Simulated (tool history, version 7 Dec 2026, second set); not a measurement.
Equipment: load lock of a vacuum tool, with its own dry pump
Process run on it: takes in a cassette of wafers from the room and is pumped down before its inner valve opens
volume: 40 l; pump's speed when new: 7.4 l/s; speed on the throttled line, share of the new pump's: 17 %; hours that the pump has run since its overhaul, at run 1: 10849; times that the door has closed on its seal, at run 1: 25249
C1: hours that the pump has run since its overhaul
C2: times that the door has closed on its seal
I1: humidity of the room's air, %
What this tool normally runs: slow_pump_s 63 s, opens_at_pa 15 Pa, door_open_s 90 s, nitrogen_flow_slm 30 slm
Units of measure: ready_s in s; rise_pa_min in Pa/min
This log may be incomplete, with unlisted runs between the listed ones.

run 1 hour=0 | slow_pump_s=63 opens_at_pa=15 door_open_s=90 nitrogen_flow_slm=30 | C1=10849 C2=25249 | I1=48.5 | ready_s=104.3 rise_pa_min=0.23
run 2 hour=207.3 | slow_pump_s=63 opens_at_pa=15 door_open_s=90 nitrogen_flow_slm=30 | C1=11056 C2=25791 | I1=42.2 | ready_s=103.5 rise_pa_min=0.232
run 3 hour=598.6 | slow_pump_s=40 opens_at_pa=15 door_open_s=90 nitrogen_flow_slm=30 | C1=11448 C2=26814 | I1=44.4 | ready_s=85.7 rise_pa_min=0.248
run 4 hour=1006.8 | slow_pump_s=63 opens_at_pa=15 door_open_s=90 nitrogen_flow_slm=30 | C1=11856 C2=27881 | I1=46.2 | ready_s=105.6 rise_pa_min=0.26
run 5 hour=1293 | slow_pump_s=63 opens_at_pa=15 door_open_s=90 nitrogen_flow_slm=30 | C1=12142 C2=28629 | I1=44.1 | ready_s=104.3 rise_pa_min=0.269
run 6 hour=1591.1 | slow_pump_s=63 opens_at_pa=15 door_open_s=90 nitrogen_flow_slm=30 | C1=12440 C2=29409 | I1=43 | ready_s=105.3 rise_pa_min=0.276
run 7 hour=1995.7 | slow_pump_s=63 opens_at_pa=25 door_open_s=90 nitrogen_flow_slm=30 | C1=12845 C2=30467 | I1=48.2 | ready_s=101.7 rise_pa_min=0.297
run 8 hour=2378.3 | slow_pump_s=63 opens_at_pa=25 door_open_s=90 nitrogen_flow_slm=30 | C1=13227 C2=31467 | I1=48.3 | ready_s=102.7 rise_pa_min=0.307
run 9 hour=2655.5 | slow_pump_s=71 opens_at_pa=17 door_open_s=98 nitrogen_flow_slm=4 | C1=13505 C2=32191 | I1=47.2 | ready_s=111.1 rise_pa_min=0.364
run 10 hour=2906.6 | slow_pump_s=34 opens_at_pa=23 door_open_s=176 nitrogen_flow_slm=35 | C1=13756 C2=32848 | I1=41.8 | ready_s=79.1 rise_pa_min=0.332
run 11 hour=3125.1 | slow_pump_s=102 opens_at_pa=18 door_open_s=32 nitrogen_flow_slm=24 | C1=13974 C2=33419 | I1=46.3 | ready_s=136.3 rise_pa_min=0.326
run 12 hour=3416.3 | slow_pump_s=102 opens_at_pa=18 door_open_s=32 nitrogen_flow_slm=24 | C1=14265 C2=34181 | I1=44.9 | ready_s=136 rise_pa_min=0.33
run 13 hour=3717.6 | slow_pump_s=102 opens_at_pa=18 door_open_s=32 nitrogen_flow_slm=24 | C1=14567 C2=34969 | I1=42.1 | ready_s=135.4 rise_pa_min=0.354
run 14 hour=4108.2 | slow_pump_s=102 opens_at_pa=18 door_open_s=32 nitrogen_flow_slm=24 | C1=14957 C2=35990 | I1=43.9 | ready_s=134.8 rise_pa_min=0.369

Pick out some run-to-run changes in ready_s. Of each, how much would a tool without hidden state show as well, from the settings, what came in and chance, and how much is left for the hidden state and any gauge scatter not in both results compared?
The tool's hidden condition here consists of: pump's speed, % of a new pump's; leak at the door's seal, Pa l/s; drift of the gauge itself on ready_s, %; drift of the gauge itself on rise_pa_min, %.
Run 10 -> 11: slow_pump_s 34 -> 102, opens_at_pa 23 -> 18, door_open_s 176 -> 32, nitrogen_flow_slm 35 -> 24. ready_s +57.2 s: hidden state -1.4, all else +58.6.
